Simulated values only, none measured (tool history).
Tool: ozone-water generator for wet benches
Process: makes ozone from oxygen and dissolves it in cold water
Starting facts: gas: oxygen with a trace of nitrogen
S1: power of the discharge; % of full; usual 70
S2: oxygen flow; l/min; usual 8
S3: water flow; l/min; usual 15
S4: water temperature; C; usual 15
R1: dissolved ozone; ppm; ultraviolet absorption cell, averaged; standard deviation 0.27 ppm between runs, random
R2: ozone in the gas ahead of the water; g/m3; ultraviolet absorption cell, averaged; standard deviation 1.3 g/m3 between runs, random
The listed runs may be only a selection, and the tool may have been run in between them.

run 1 hour=0 | S1=70 S2=8 S3=15 S4=15 | R1=37.4 R2=207.7
run 2 hour=51.9 | S1=70 S2=8 S3=15 S4=15 | R1=37.1 R2=205.3
run 3 hour=148.2 | S1=70 S2=8 S3=15 S4=15 | R1=36.8 R2=204.2
run 4 hour=241.5 | S1=70 S2=8 S3=15 S4=15 | R1=36.6 R2=201.3
run 5 hour=293.8 | S1=70 S2=8 S3=15 S4=15 | R1=36.5 R2=203.6
run 6 hour=363.1 | S1=70 S2=8 S3=15 S4=15 | R1=36.6 R2=203.8
run 7 hour=427.5 | S1=70 S2=8 S3=15 S4=15 | R1=36.6 R2=203.4
run 8 hour=499.7 | S1=70 S2=8 S3=15 S4=15 | R1=35.9 R2=199
run 9 hour=549.8 | S1=70 S2=8 S3=15 S4=15 | R1=36 R2=200.6
run 10 hour=613.6 | S1=70 S2=8 S3=15 S4=15 | R1=36 R2=200.6
run 11 hour=695.5 | S1=70 S2=8 S3=15 S4=15 | R1=36 R2=198.1
run 12 hour=785.4 | S1=70 S2=8 S3=15 S4=15 | R1=35.4 R2=197.9
-- hour=789.8 water thermometer calibrated
run 13 hour=852 | S1=70 S2=8 S3=15 S4=15 | R1=35.2 R2=198.9
-- hour=927 water thermometer calibrated, once more
run 14 hour=949.2 | S1=70 S2=8 S3=15 S4=15 | R1=35.5 R2=199.3
run 15 hour=1043.8 | S1=70 S2=8 S3=15 S4=15 | R1=35.7 R2=198.9
run 16 hour=1090.5 | S1=70 S2=4.43 S3=14 S4=15 | R1=35.7 R2=248
run 17 hour=1147.6 | S1=70 S2=5.39 S3=14 S4=15 | R1=36.2 R2=228.8
run 18 hour=1228.6 | S1=41 S2=7.73 S3=14 S4=15 | R1=25.1 R2=136.3
run 19 hour=1269.4 | S1=41 S2=10.97 S3=14 S4=15 | R1=24.6 R2=116.9
run 20 hour=1327.6 | S1=41 S2=10.97 S3=14 S4=15 | R1=24.3 R2=117.2
run 21 hour=1406.3 | S1=41 S2=13.82 S3=14 S4=21 | R1=20.9 R2=106.2
run 22 hour=1495.9 | S1=41 S2=13.82 S3=14 S4=21 | R1=20.7 R2=106.3
run 23 hour=1577.9 | S1=47 S2=9.98 S3=13 S4=20 | R1=24.9 R2=133.4
run 24 hour=1664.6 | S1=47 S2=9.98 S3=13 S4=20 | R1=24.7 R2=132.5
run 25 hour=1705.4 | S1=47 S2=9.98 S3=13 S4=20 | R1=24.9 R2=131.3
run 26 hour=1795.3 | S1=47 S2=7.15 S3=20 S4=10 | R1=23 R2=151.1
run 27 hour=1854.6 | S1=47 S2=7.15 S3=10 S4=11 | R1=34.7 R2=151.1

What if the next run were any one of these 5? Each begins from the tool's condition after run 27:
run A hour=1897.5 | S1=100 S2=7.15 S3=10 S4=11 | R1=? R2=?
run B hour=1897.5 | S1=68 S2=7.15 S3=20 S4=7 | R1=? R2=?
run C hour=1897.5 | S1=47 S2=8.77 S3=10 S4=18 | R1=? R2=?
run D hour=1897.5 | S1=79 S2=12.51 S3=15 S4=19 | R1=? R2=?
run E hour=1897.5 | S1=69 S2=6.92 S3=10 S4=19 | R1=? R2=?

run=A R1=58.5 R2=254.8
run=B R1=30.9 R2=194.5
run=C R1=29.2 R2=137.4
run=D R1=33.1 R2=173.1
run=E R1=37.9 R2=198
The same runs, with their run-to-run variation unchanged, on a tool lacking any hidden condition would have given:
run=A R1=77.4 R2=331.5
run=B R1=38.8 R2=238
run=C R1=34.3 R2=158.6
run=D R1=42.4 R2=216.8
run=E R1=47.3 R2=243
